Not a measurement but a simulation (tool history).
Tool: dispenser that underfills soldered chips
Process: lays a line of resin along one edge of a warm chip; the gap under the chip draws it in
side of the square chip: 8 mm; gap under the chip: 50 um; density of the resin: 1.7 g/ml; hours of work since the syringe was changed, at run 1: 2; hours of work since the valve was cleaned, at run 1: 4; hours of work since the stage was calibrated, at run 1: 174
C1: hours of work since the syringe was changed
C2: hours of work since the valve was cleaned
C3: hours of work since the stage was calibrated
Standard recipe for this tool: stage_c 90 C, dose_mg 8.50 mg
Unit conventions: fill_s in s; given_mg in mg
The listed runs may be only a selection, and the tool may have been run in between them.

{"run": 1, "hour": 0.0, "stage_c": 90, "dose_mg": 8.5, "C1": 2, "C2": 4, "C3": 174, "fill_s": 89.0, "given_mg": 8.48}
{"run": 2, "hour": 6.6, "stage_c": 98, "dose_mg": 8.5, "C1": 7, "C2": 9, "C3": 179, "fill_s": 88.7, "given_mg": 8.46}
{"hour": 10.0, "done": "new syringe of resin"}
{"run": 3, "hour": 16.9, "stage_c": 90, "dose_mg": 8.5, "C1": 5, "C2": 16, "C3": 185, "fill_s": 109.2, "given_mg": 8.3}
{"hour": 23.9, "done": "new syringe of resin"}
{"run": 4, "hour": 28.2, "stage_c": 90, "dose_mg": 8.5, "C1": 3, "C2": 23, "C3": 193, "fill_s": 95.9, "given_mg": 8.29}
{"hour": 37.4, "done": "new syringe of resin"}
{"run": 5, "hour": 39.6, "stage_c": 90, "dose_mg": 8.5, "C1": 1, "C2": 31, "C3": 201, "fill_s": 83.7, "given_mg": 8.27}
{"hour": 50.5, "done": "new syringe of resin"}
{"run": 6, "hour": 52.0, "stage_c": 90, "dose_mg": 8.5, "C1": 1, "C2": 39, "C3": 209, "fill_s": 82.1, "given_mg": 8.17}
{"run": 7, "hour": 60.2, "stage_c": 92, "dose_mg": 8.5, "C1": 7, "C2": 45, "C3": 215, "fill_s": 116.2, "given_mg": 8.21}
{"hour": 64.2, "done": "new syringe of resin"}
{"run": 8, "hour": 67.4, "stage_c": 92, "dose_mg": 8.5, "C1": 2, "C2": 50, "C3": 219, "fill_s": 80.2, "given_mg": 8.16}
{"run": 9, "hour": 75.8, "stage_c": 92, "dose_mg": 10.73, "C1": 8, "C2": 56, "C3": 225, "fill_s": 122.3, "given_mg": 10.01}
{"hour": 78.1, "done": "new syringe of resin"}
{"run": 10, "hour": 83.1, "stage_c": 92, "dose_mg": 10.73, "C1": 3, "C2": 60, "C3": 230, "fill_s": 88.9, "given_mg": 10.07}
{"run": 11, "hour": 89.5, "stage_c": 90, "dose_mg": 8.5, "C1": 8, "C2": 65, "C3": 234, "fill_s": 138.5, "given_mg": 8.03}
{"hour": 91.7, "done": "new syringe of resin"}
{"run": 12, "hour": 96.2, "stage_c": 90, "dose_mg": 8.5, "C1": 3, "C2": 69, "C3": 239, "fill_s": 96.7, "given_mg": 7.91}
{"hour": 105.0, "done": "new syringe of resin"}
{"run": 13, "hour": 108.3, "stage_c": 90, "dose_mg": 9.5, "C1": 2, "C2": 77, "C3": 247, "fill_s": 91.1, "given_mg": 8.79}
{"hour": 114.2, "done": "dispensing valve cleaned and set on the balance"}
{"hour": 119.1, "done": "new syringe of resin"}
{"run": 14, "hour": 121.9, "stage_c": 90, "dose_mg": 9.5, "C1": 2, "C2": 5, "C3": 255, "fill_s": 85.9, "given_mg": 9.53}
{"run": 15, "hour": 130.9, "stage_c": 98, "dose_mg": 9.96, "C1": 8, "C2": 11, "C3": 262, "fill_s": 96.5, "given_mg": 9.83}
{"hour": 133.0, "done": "new syringe of resin"}
{"run": 16, "hour": 139.0, "stage_c": 98, "dose_mg": 10.31, "C1": 4, "C2": 17, "C3": 267, "fill_s": 70.0, "given_mg": 10.14}
{"hour": 146.2, "done": "new syringe of resin"}
{"run": 17, "hour": 146.2, "stage_c": 98, "dose_mg": 10.31, "C1": 0, "C2": 21, "C3": 272, "fill_s": 52.5, "given_mg": 10.09}
{"run": 18, "hour": 155.1, "stage_c": 79, "dose_mg": 7.66, "C1": 6, "C2": 28, "C3": 278, "fill_s": 210.3, "given_mg": 7.52}
{"hour": 160.1, "done": "new syringe of resin"}
{"run": 19, "hour": 164.2, "stage_c": 79, "dose_mg": 7.66, "C1": 3, "C2": 34, "C3": 284, "fill_s": 167.7, "given_mg": 7.46}
{"run": 20, "hour": 169.6, "stage_c": 88, "dose_mg": 8.5, "C1": 7, "C2": 37, "C3": 288, "fill_s": 141.1, "given_mg": 8.22}
{"hour": 174.2, "done": "new syringe of resin"}
{"run": 21, "hour": 178.4, "stage_c": 99, "dose_mg": 7.55, "C1": 3, "C2": 43, "C3": 294, "fill_s": 64.0, "given_mg": 7.28}
{"hour": 187.4, "done": "new syringe of resin"}
{"run": 22, "hour": 189.8, "stage_c": 77, "dose_mg": 9.12, "C1": 2, "C2": 51, "C3": 301, "fill_s": 160.9, "given_mg": 8.77}
{"run": 23, "hour": 198.3, "stage_c": 77, "dose_mg": 9.12, "C1": 7, "C2": 57, "C3": 307, "fill_s": 256.4, "given_mg": 8.75}
{"hour": 201.4, "done": "new syringe of resin"}
{"run": 24, "hour": 209.5, "stage_c": 99, "dose_mg": 7.43, "C1": 6, "C2": 64, "C3": 315, "fill_s": 82.0, "given_mg": 6.92}
{"hour": 215.2, "done": "new syringe of resin"}
{"run": 25, "hour": 220.6, "stage_c": 99, "dose_mg": 7.43, "C1": 4, "C2": 72, "C3": 322, "fill_s": 72.9, "given_mg": 6.99}
{"hour": 228.4, "done": "new syringe of resin"}
{"run": 26, "hour": 229.6, "stage_c": 100, "dose_mg": 7.43, "C1": 1, "C2": 78, "C3": 328, "fill_s": 55.7, "given_mg": 6.93}
{"hour": 235.5, "done": "dispensing valve cleaned and set on the balance"}
{"run": 27, "hour": 239.1, "stage_c": 90, "dose_mg": 10.38, "C1": 7, "C2": 2, "C3": 334, "fill_s": 129.0, "given_mg": 10.48}

Take each entry between the runs: how does the hidden state at the last listed run before it differ from the hidden state at the first listed run after it?
Between runs 2 and 3: new syringe of resin (hour 10.0)
  resin's viscosity, % of fresh resin's: 168.9 -> 145.9; dose that the valve gives, % of what is set: 98.92 -> 98.27; true chip temperature over the reading, C: -0.75 -> -0.8
  what was measured, less what the result would be without the hidden state, fill_s: +38.1 -> +37.2 s; given_mg: -0.09 -> -0.15 mg
Between runs 3 and 4: new syringe of resin (hour 23.9)
  resin's viscosity, % of fresh resin's: 145.9 -> 125.9; dose that the valve gives, % of what is set: 98.27 -> 97.54; true chip temperature over the reading, C: -0.8 -> -0.84
  what was measured, less what the result would be without the hidden state, fill_s: +37.2 -> +22.8 s; given_mg: -0.15 -> -0.21 mg
Between runs 4 and 5: new syringe of resin (hour 37.4)
  resin's viscosity, % of fresh resin's: 125.9 -> 112.2; dose that the valve gives, % of what is set: 97.54 -> 96.81; true chip temperature over the reading, C: -0.84 -> -0.89
  what was measured, less what the result would be without the hidden state, fill_s: +22.8 -> +12.4 s; given_mg: -0.21 -> -0.27 mg
Between runs 5 and 6: new syringe of resin (hour 50.5)
  resin's viscosity, % of fresh resin's: 112.2 -> 108.8; dose that the valve gives, % of what is set: 96.81 -> 96; true chip temperature over the reading, C: -0.89 -> -0.94
  what was measured, less what the result would be without the hidden state, fill_s: +12.4 -> +10.2 s; given_mg: -0.27 -> -0.34 mg
Between runs 7 and 8: new syringe of resin (hour 64.2)
  resin's viscosity, % of fresh resin's: 166.9 -> 116.7; dose that the valve gives, % of what is set: 95.49 -> 95.06; true chip temperature over the reading, C: -0.97 -> -1
  what was measured, less what the result would be without the hidden state, fill_s: +49.9 -> +15.1 s; given_mg: -0.38 -> -0.42 mg
Between runs 9 and 10: new syringe of resin (hour 78.1)
  resin's viscosity, % of fresh resin's: 181.2 -> 130.8; dose that the valve gives, % of what is set: 94.52 -> 94.08; true chip temperature over the reading, C: -1.03 -> -1.06
  what was measured, less what the result would be without the hidden state, fill_s: +58.0 -> +24.3 s; given_mg: -0.59 -> -0.63 mg
Between runs 11 and 12: new syringe of resin (hour 91.7)
  resin's viscosity, % of fresh resin's: 182.8 -> 127; dose that the valve gives, % of what is set: 93.67 -> 93.25; true chip temperature over the reading, C: -1.09 -> -1.11
  what was measured, less what the result would be without the hidden state, fill_s: +67.2 -> +25.0 s; given_mg: -0.54 -> -0.58 mg
Between runs 12 and 13: new syringe of resin (hour 105.0)
  resin's viscosity, % of fresh resin's: 127 -> 120.3; dose that the valve gives, % of what is set: 93.25 -> 92.48; true chip temperature over the reading, C: -1.11 -> -1.16
  what was measured, less what the result would be without the hidden state, fill_s: +25.0 -> +19.8 s; given_mg: -0.58 -> -0.71 mg
Between runs 13 and 14: dispensing valve cleaned and set on the balance (hour 114.2); new syringe of resin (hour 119.1)
  resin's viscosity, % of fresh resin's: 120.3 -> 115.1; dose that the valve gives, % of what is set: 92.48 -> 99.79; true chip temperature over the reading, C: -1.16 -> -1.21
  what was measured, less what the result would be without the hidden state, fill_s: +19.8 -> +15.3 s; given_mg: -0.71 -> -0.02 mg
Between runs 15 and 16: new syringe of resin (hour 133.0)
  resin's viscosity, % of fresh resin's: 184.8 -> 137.1; dose that the valve gives, % of what is set: 99.27 -> 98.78; true chip temperature over the reading, C: -1.24 -> -1.27
  what was measured, less what the result would be without the hidden state, fill_s: +47.0 -> +21.7 s; given_mg: -0.08 -> -0.13 mg
Between runs 16 and 17: new syringe of resin (hour 146.2)
  resin's viscosity, % of fresh resin's: 137.1 -> 99.6; dose that the valve gives, % of what is set: 98.78 -> 98.34; true chip temperature over the reading, C: -1.27 -> -1.3
  what was measured, less what the result would be without the hidden state, fill_s: +21.7 -> +2.8 s; given_mg: -0.13 -> -0.17 mg
Between runs 18 and 19: new syringe of resin (hour 160.1)
  resin's viscosity, % of fresh resin's: 158.8 -> 126; dose that the valve gives, % of what is set: 97.78 -> 97.22; true chip temperature over the reading, C: -1.34 -> -1.37
  what was measured, less what the result would be without the hidden state, fill_s: +86.9 -> +44.1 s; given_mg: -0.17 -> -0.21 mg
Between runs 20 and 21: new syringe of resin (hour 174.2)
  resin's viscosity, % of fresh resin's: 167.1 -> 123.5; dose that the valve gives, % of what is set: 96.84 -> 96.29; true chip temperature over the reading, C: -1.4 -> -1.43
  what was measured, less what the result would be without the hidden state, fill_s: +62.2 -> +15.7 s; given_mg: -0.27 -> -0.28 mg
Between runs 21 and 22: new syringe of resin (hour 187.4)
  resin's viscosity, % of fresh resin's: 123.5 -> 114.4; dose that the valve gives, % of what is set: 96.29 -> 95.59; true chip temperature over the reading, C: -1.43 -> -1.47
  what was measured, less what the result would be without the hidden state, fill_s: +15.7 -> +30.7 s; given_mg: -0.28 -> -0.40 mg
Between runs 23 and 24: new syringe of resin (hour 201.4)
  resin's viscosity, % of fresh resin's: 178.4 -> 155.5; dose that the valve gives, % of what is set: 95 -> 94.23; true chip temperature over the reading, C: -1.51 -> -1.55
  what was measured, less what the result would be without the hidden state, fill_s: +123.6 -> +33.7 s; given_mg: -0.45 -> -0.43 mg
Between runs 24 and 25: new syringe of resin (hour 215.2)
  resin's viscosity, % of fresh resin's: 155.5 -> 135.9; dose that the valve gives, % of what is set: 94.23 -> 93.53; true chip temperature over the reading, C: -1.55 -> -1.6
  what was measured, less what the result would be without the hidden state, fill_s: +33.7 -> +23.8 s; given_mg: -0.43 -> -0.48 mg
Between runs 25 and 26: new syringe of resin (hour 228.4)
  resin's viscosity, % of fresh resin's: 135.9 -> 108.1; dose that the valve gives, % of what is set: 93.53 -> 92.88; true chip temperature over the reading, C: -1.6 -> -1.63
  what was measured, less what the result would be without the hidden state, fill_s: +23.8 -> +8.7 s; given_mg: -0.48 -> -0.53 mg
Between runs 26 and 27: dispensing valve cleaned and set on the balance (hour 235.5)
  resin's viscosity, % of fresh resin's: 108.1 -> 168.5; dose that the valve gives, % of what is set: 92.88 -> 99.79; true chip temperature over the reading, C: -1.63 -> -1.67
  what was measured, less what the result would be without the hidden state, fill_s: +8.7 -> +58.1 s; given_mg: -0.53 -> -0.02 mg
